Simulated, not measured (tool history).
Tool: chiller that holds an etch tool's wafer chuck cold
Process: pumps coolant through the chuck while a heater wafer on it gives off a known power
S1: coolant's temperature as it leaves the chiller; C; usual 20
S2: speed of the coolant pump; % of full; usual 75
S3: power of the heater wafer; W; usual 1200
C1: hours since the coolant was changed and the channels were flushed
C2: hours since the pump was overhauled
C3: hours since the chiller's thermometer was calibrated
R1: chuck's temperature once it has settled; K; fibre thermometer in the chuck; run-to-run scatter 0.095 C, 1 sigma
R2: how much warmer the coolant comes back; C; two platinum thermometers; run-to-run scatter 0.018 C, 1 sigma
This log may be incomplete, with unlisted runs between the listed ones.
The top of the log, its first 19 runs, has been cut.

{"run": 20, "hour": 467.8, "S1": 20, "S2": 73, "S3": 1200, "C1": 1392, "C2": 1211, "C3": 1800, "R1": 301.48, "R2": 4.23}
{"run": 21, "hour": 483.3, "S1": 25, "S2": 89, "S3": 1528, "C1": 1408, "C2": 1226, "C3": 1816, "R1": 307.0, "R2": 4.43}
{"run": 22, "hour": 510.4, "S1": 20, "S2": 75, "S3": 868, "C1": 1435, "C2": 1253, "C3": 1843, "R1": 299.03, "R2": 2.97}
{"run": 23, "hour": 539.6, "S1": 20, "S2": 75, "S3": 838, "C1": 1464, "C2": 1283, "C3": 1872, "R1": 298.85, "R2": 2.88}
{"run": 24, "hour": 567.7, "S1": 20, "S2": 94, "S3": 1200, "C1": 1492, "C2": 1311, "C3": 1900, "R1": 299.9, "R2": 3.31}
{"run": 25, "hour": 601.1, "S1": 12, "S2": 73, "S3": 653, "C1": 1526, "C2": 1344, "C3": 1934, "R1": 289.65, "R2": 2.3}
{"run": 26, "hour": 616.4, "S1": 12, "S2": 73, "S3": 653, "C1": 1541, "C2": 1359, "C3": 1949, "R1": 289.5, "R2": 2.3}
{"run": 27, "hour": 634.7, "S1": 12, "S2": 73, "S3": 653, "C1": 1559, "C2": 1378, "C3": 1967, "R1": 289.74, "R2": 2.34}
{"run": 28, "hour": 651.3, "S1": 12, "S2": 73, "S3": 653, "C1": 1576, "C2": 1394, "C3": 1984, "R1": 289.69, "R2": 2.32}
{"run": 29, "hour": 678.9, "S1": 12, "S2": 73, "S3": 702, "C1": 1603, "C2": 1422, "C3": 2011, "R1": 290.11, "R2": 2.46}
{"run": 30, "hour": 693.2, "S1": 20, "S2": 100, "S3": 645, "C1": 1618, "C2": 1436, "C3": 2026, "R1": 296.44, "R2": 1.67}
{"run": 31, "hour": 707.8, "S1": 17, "S2": 89, "S3": 964, "C1": 1632, "C2": 1451, "C3": 2040, "R1": 295.7, "R2": 2.78}

Each row is a separate what-if for the run after 31, all from the same tool condition, not one after another. Results?
{"run": "A", "hour": 727.4, "S1": 13, "S2": 95, "S3": 1613, "C1": 1652, "C2": 1470, "C3": 2060, "R1": "?", "R2": "?"}
{"run": "B", "hour": 727.4, "S1": 17, "S2": 89, "S3": 1152, "C1": 1652, "C2": 1470, "C3": 2060, "R1": "?", "R2": "?"}
{"run": "C", "hour": 727.4, "S1": 27, "S2": 89, "S3": 959, "C1": 1652, "C2": 1470, "C3": 2060, "R1": "?", "R2": "?"}
{"run": "D", "hour": 727.4, "S1": 19, "S2": 65, "S3": 1758, "C1": 1652, "C2": 1470, "C3": 2060, "R1": "?", "R2": "?"}

run=A R1=295.00 R2=4.34
run=B R1=297.00 R2=3.33
run=C R1=305.68 R2=2.76
run=D R1=305.80 R2=6.98
With the hidden condition removed and each run's random variation left untouched, the same runs would have given:
run=A R1=294.99 R2=4.34
run=B R1=296.99 R2=3.33
run=C R1=305.68 R2=2.76
run=D R1=305.78 R2=6.97

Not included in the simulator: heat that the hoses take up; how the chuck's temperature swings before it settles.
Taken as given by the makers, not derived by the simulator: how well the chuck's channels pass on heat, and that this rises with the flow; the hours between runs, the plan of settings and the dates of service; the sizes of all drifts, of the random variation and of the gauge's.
